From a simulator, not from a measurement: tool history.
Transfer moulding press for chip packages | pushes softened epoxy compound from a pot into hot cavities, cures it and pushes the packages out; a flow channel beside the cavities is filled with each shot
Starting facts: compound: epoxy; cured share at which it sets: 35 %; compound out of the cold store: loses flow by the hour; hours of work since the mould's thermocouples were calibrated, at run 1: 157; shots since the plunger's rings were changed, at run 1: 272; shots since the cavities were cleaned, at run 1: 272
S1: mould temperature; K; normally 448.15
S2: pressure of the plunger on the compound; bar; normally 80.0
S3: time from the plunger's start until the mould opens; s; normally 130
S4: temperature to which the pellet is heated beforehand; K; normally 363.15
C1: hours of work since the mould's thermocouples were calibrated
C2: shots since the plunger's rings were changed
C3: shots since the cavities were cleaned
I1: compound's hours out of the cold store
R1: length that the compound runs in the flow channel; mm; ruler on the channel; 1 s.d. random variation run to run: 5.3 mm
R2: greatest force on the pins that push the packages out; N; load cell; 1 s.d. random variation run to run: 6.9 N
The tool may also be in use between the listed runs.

| run | day | S1 | S2 | S3 | S4 | C1 | C2 | C3 | I1 | R1 | R2 |
|---|---|---|---|---|---|---|---|---|---|---|---|
| 1 | 0.000 | 448.15 | 80.0 | 130 | 363.15 | 157 | 272 | 272 | 10.1 | 950 | 395 |
| 2 | 0.325 | 448.15 | 80.0 | 130 | 363.15 | 160 | 324 | 324 | 14.1 | 919 | 392 |
| 3 | 0.517 | 448.15 | 80.0 | 130 | 363.15 | 162 | 355 | 355 | 24.2 | 865 | 390 |
|  | 0.871 | cavities cleaned with cleaning compound and waxed |
| 4 | 0.871 | 448.15 | 68.0 | 130 | 363.15 | 165 | 402 | 0 | 41.3 | 724 | 428 |
| 5 | 1.162 | 448.15 | 68.0 | 130 | 363.15 | 168 | 449 | 47 | 15.1 | 838 | 473 |
| 6 | 1.342 | 448.15 | 68.0 | 130 | 363.15 | 170 | 478 | 76 | 39.5 | 726 | 464 |
|  | 1.592 | cavities cleaned with cleaning compound and waxed, once more |
| 7 | 1.654 | 448.15 | 80.0 | 130 | 363.15 | 173 | 518 | 10 | 16.6 | 905 | 298 |
| 8 | 1.946 | 448.15 | 80.0 | 130 | 367.15 | 176 | 565 | 57 | 22.3 | 873 | 312 |
| 9 | 2.142 | 448.15 | 80.0 | 130 | 367.15 | 178 | 597 | 89 | 13.8 | 910 | 339 |
| 10 | 2.446 | 448.15 | 80.0 | 130 | 363.15 | 182 | 646 | 138 | 33.1 | 825 | 344 |
| 11 | 2.679 | 448.15 | 80.0 | 130 | 363.15 | 184 | 683 | 175 | 48.0 | 752 | 341 |
| 12 | 2.862 | 448.15 | 80.0 | 130 | 363.15 | 186 | 713 | 205 | 14.0 | 913 | 379 |
| 13 | 3.038 | 448.15 | 80.0 | 130 | 363.15 | 188 | 741 | 233 | 37.0 | 806 | 371 |
| 14 | 3.262 | 448.15 | 80.0 | 130 | 363.15 | 190 | 777 | 269 | 26.9 | 849 | 380 |
| 15 | 3.554 | 448.15 | 80.0 | 158 | 365.15 | 193 | 824 | 316 | 39.1 | 802 | 332 |
| 16 | 3.971 | 448.15 | 80.0 | 158 | 365.15 | 198 | 891 | 383 | 44.0 | 771 | 343 |
|  | 4.162 | cavities cleaned with cleaning compound and waxed |
| 17 | 4.329 | 448.15 | 99.0 | 164 | 363.15 | 201 | 939 | 27 | 21.6 | 979 | 272 |
| 18 | 4.667 | 448.15 | 60.8 | 164 | 363.15 | 205 | 993 | 81 | 26.3 | 744 | 281 |
| 19 | 5.017 | 448.15 | 80.0 | 141 | 361.15 | 209 | 1050 | 138 | 26.4 | 855 | 335 |
| 20 | 5.204 | 455.15 | 68.5 | 155 | 360.15 | 211 | 1080 | 168 | 21.4 | 783 | 299 |
| 21 | 5.475 | 448.15 | 80.0 | 124 | 366.15 | 213 | 1123 | 211 | 29.6 | 838 | 390 |
| 22 | 5.750 | 449.15 | 86.2 | 156 | 362.15 | 216 | 1167 | 255 | 29.3 | 863 | 323 |
| 23 | 5.983 | 445.15 | 78.0 | 138 | 367.15 | 219 | 1205 | 293 | 24.9 | 873 | 430 |
| 24 | 6.333 | 445.15 | 78.0 | 138 | 367.15 | 223 | 1261 | 349 | 42.0 | 778 | 407 |
|  | 6.721 | cavities cleaned with cleaning compound and waxed |
| 25 | 6.729 | 448.15 | 80.0 | 168 | 363.15 | 226 | 1314 | 0 | 26.5 | 844 | 237 |
| 26 | 7.129 | 448.15 | 85.5 | 115 | 363.15 | 231 | 1379 | 65 | 24.4 | 885 | 377 |
| 27 | 7.454 | 448.15 | 85.5 | 115 | 363.15 | 234 | 1431 | 117 | 46.3 | 780 | 377 |
| 28 | 7.775 | 448.15 | 80.0 | 121 | 363.15 | 238 | 1483 | 169 | 18.4 | 883 | 403 |

5 ways to go on from here, each from the tool as it stands after run 28. What would each give?
| A | 8.100 | 441.15 | 80.0 | 143 | 363.15 | 241 | 1535 | 221 | 22.7 | ? | ? |
| B | 8.100 | 448.15 | 74.8 | 126 | 363.15 | 241 | 1535 | 221 | 33.0 | ? | ? |
| C | 8.100 | 450.15 | 61.7 | 130 | 363.15 | 241 | 1535 | 221 | 26.8 | ? | ? |
| D | 8.100 | 448.15 | 87.4 | 130 | 370.15 | 241 | 1535 | 221 | 36.9 | ? | ? |
| E | 8.100 | 448.15 | 71.4 | 121 | 363.15 | 241 | 1535 | 221 | 26.5 | ? | ? |

| run | R1 | R2 |
|---|---|---|
| A | 911 | 459 |
| B | 779 | 384 |
| C | 728 | 340 |
| D | 833 | 360 |
| E | 799 | 394 |
Stripped of hidden state, with their random variation kept, the same runs would have yielded:
| run | R1 | R2 |
|---|---|---|
| A | 929 | 351 |
| B | 795 | 296 |
| C | 743 | 264 |
| D | 850 | 279 |
| E | 815 | 300 |

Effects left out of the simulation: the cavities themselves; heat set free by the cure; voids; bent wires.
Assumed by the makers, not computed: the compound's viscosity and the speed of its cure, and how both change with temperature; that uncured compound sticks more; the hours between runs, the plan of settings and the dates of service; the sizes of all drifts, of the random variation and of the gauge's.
